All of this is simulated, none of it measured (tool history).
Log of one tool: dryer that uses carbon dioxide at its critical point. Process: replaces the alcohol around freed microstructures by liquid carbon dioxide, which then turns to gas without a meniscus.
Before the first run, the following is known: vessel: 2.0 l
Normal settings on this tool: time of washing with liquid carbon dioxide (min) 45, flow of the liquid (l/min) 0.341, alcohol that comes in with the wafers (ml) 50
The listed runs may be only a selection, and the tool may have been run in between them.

run,day,time of washing with liquid carbon dioxide (min),flow of the liquid (l/min),alcohol that comes in with the wafers (ml),alcohol left in the vessel before it's heated (ppm by volume)
1,0.000,45,0.341,50,63
2,0.433,45,0.341,50,72
3,1.125,45,0.341,90,119
4,1.621,45,0.341,50,72
5,2.150,45,0.341,50,80
6,2.658,45,0.341,50,84
7,2.996,66,0.454,25,28
8,3.538,31,0.306,36,453
9,4.212,31,0.395,29,148
10,4.608,31,0.395,29,155
11,5.029,31,0.395,29,151
12,5.679,34,0.341,50,315

Hidden state or all else? Some run-to-run changes of alcohol left in the vessel before it's heated (ppm by volume), split into what the settings, what came in and random variation would give without the hidden state, and what is left for the hidden state (with any gauge scatter that isn't in both results):
The tool's hidden condition here consists of: flow that reaches the vessel past the clogged filter, %; alcohol in the recycled carbon dioxide, ppm; drift of the gauge itself on alcohol_ppm, %.
Run 7 -> 8: time of washing with liquid carbon dioxide (min) 66 -> 31, flow of the liquid (l/min) 0.454 -> 0.306, alcohol that comes in with the wafers (ml) 25 -> 36. alcohol left in the vessel before it's heated (ppm by volume) +425: hidden state +140, all else +285.
